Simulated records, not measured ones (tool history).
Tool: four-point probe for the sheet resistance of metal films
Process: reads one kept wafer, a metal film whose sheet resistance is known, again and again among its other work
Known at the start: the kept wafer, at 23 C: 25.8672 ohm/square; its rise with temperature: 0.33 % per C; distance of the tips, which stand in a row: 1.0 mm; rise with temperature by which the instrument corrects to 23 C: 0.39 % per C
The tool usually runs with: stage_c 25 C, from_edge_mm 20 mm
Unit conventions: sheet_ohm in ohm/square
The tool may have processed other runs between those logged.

{"run": 1, "hour": 0.0, "stage_c": 25, "from_edge_mm": 20, "sheet_ohm": 26.002384}
{"run": 2, "hour": 44.1, "stage_c": 25, "from_edge_mm": 20, "sheet_ohm": 25.999183}
{"run": 3, "hour": 90.4, "stage_c": 25, "from_edge_mm": 20, "sheet_ohm": 26.009448}
{"run": 4, "hour": 162.5, "stage_c": 25, "from_edge_mm": 20, "sheet_ohm": 26.000115}
{"run": 5, "hour": 255.5, "stage_c": 25, "from_edge_mm": 6, "sheet_ohm": 26.355983}
{"run": 6, "hour": 339.3, "stage_c": 25, "from_edge_mm": 6, "sheet_ohm": 26.355163}
{"run": 7, "hour": 392.2, "stage_c": 29, "from_edge_mm": 6, "sheet_ohm": 26.299257}
{"run": 8, "hour": 450.4, "stage_c": 29, "from_edge_mm": 6, "sheet_ohm": 26.307529}
{"run": 9, "hour": 524.5, "stage_c": 29, "from_edge_mm": 6, "sheet_ohm": 26.312933}
{"run": 10, "hour": 582.8, "stage_c": 21, "from_edge_mm": 20, "sheet_ohm": 26.069644}
{"run": 11, "hour": 633.4, "stage_c": 27, "from_edge_mm": 20, "sheet_ohm": 25.987863}
{"run": 12, "hour": 694.6, "stage_c": 27, "from_edge_mm": 20, "sheet_ohm": 25.983124}
{"run": 13, "hour": 785.8, "stage_c": 27, "from_edge_mm": 20, "sheet_ohm": 25.989475}
{"run": 14, "hour": 849.9, "stage_c": 24, "from_edge_mm": 20, "sheet_ohm": 26.027632}
{"run": 15, "hour": 913.0, "stage_c": 24, "from_edge_mm": 20, "sheet_ohm": 26.036553}
{"run": 16, "hour": 985.1, "stage_c": 25, "from_edge_mm": 20, "sheet_ohm": 26.018444}
{"run": 17, "hour": 1035.0, "stage_c": 25, "from_edge_mm": 20, "sheet_ohm": 26.013819}
{"run": 18, "hour": 1095.7, "stage_c": 25, "from_edge_mm": 20, "sheet_ohm": 26.019714}
{"run": 19, "hour": 1177.4, "stage_c": 25, "from_edge_mm": 20, "sheet_ohm": 26.023124}
{"run": 20, "hour": 1279.8, "stage_c": 25, "from_edge_mm": 10, "sheet_ohm": 26.137974}
{"run": 21, "hour": 1370.1, "stage_c": 34, "from_edge_mm": 20, "sheet_ohm": 25.910025}
{"hour": 1379.7, "done": "stage's thermometer calibrated"}
{"run": 22, "hour": 1418.8, "stage_c": 34, "from_edge_mm": 20, "sheet_ohm": 25.905127}
{"run": 23, "hour": 1496.6, "stage_c": 34, "from_edge_mm": 20, "sheet_ohm": 25.906838}
{"run": 24, "hour": 1538.7, "stage_c": 23, "from_edge_mm": 20, "sheet_ohm": 26.053307}
{"run": 25, "hour": 1608.9, "stage_c": 33, "from_edge_mm": 43, "sheet_ohm": 25.898835}
{"hour": 1628.5, "done": "stage's thermometer calibrated, once more"}
{"run": 26, "hour": 1679.9, "stage_c": 23, "from_edge_mm": 4, "sheet_ohm": 26.878146}
{"run": 27, "hour": 1778.0, "stage_c": 27, "from_edge_mm": 5, "sheet_ohm": 26.524712}
{"run": 28, "hour": 1849.9, "stage_c": 35, "from_edge_mm": 38, "sheet_ohm": 25.884824}
{"run": 29, "hour": 1904.3, "stage_c": 18, "from_edge_mm": 75, "sheet_ohm": 26.109664}
{"run": 30, "hour": 1982.1, "stage_c": 24, "from_edge_mm": 6, "sheet_ohm": 26.416378}
{"run": 31, "hour": 2070.3, "stage_c": 29, "from_edge_mm": 50, "sheet_ohm": 25.969598}
{"run": 32, "hour": 2115.7, "stage_c": 29, "from_edge_mm": 50, "sheet_ohm": 25.976249}
{"run": 33, "hour": 2160.5, "stage_c": 29, "from_edge_mm": 50, "sheet_ohm": 25.977762}
{"run": 34, "hour": 2240.9, "stage_c": 29, "from_edge_mm": 50, "sheet_ohm": 25.960121}
{"run": 35, "hour": 2305.9, "stage_c": 22, "from_edge_mm": 55, "sheet_ohm": 26.070307}
{"run": 36, "hour": 2375.4, "stage_c": 20, "from_edge_mm": 32, "sheet_ohm": 26.106419}
{"run": 37, "hour": 2434.4, "stage_c": 25, "from_edge_mm": 20, "sheet_ohm": 26.058794}
{"run": 38, "hour": 2513.5, "stage_c": 22, "from_edge_mm": 5, "sheet_ohm": 26.614079}

What will run 39 give?
{"run": 39, "hour": 2584.4, "stage_c": 20, "from_edge_mm": 74, "sheet_ohm": "?"}

{"run 39": {"sheet_ohm": 26.089196}}
With the hidden condition absent and the run-to-run variation left alone, this run would have shown sheet_ohm 25.904767 ohm/square.
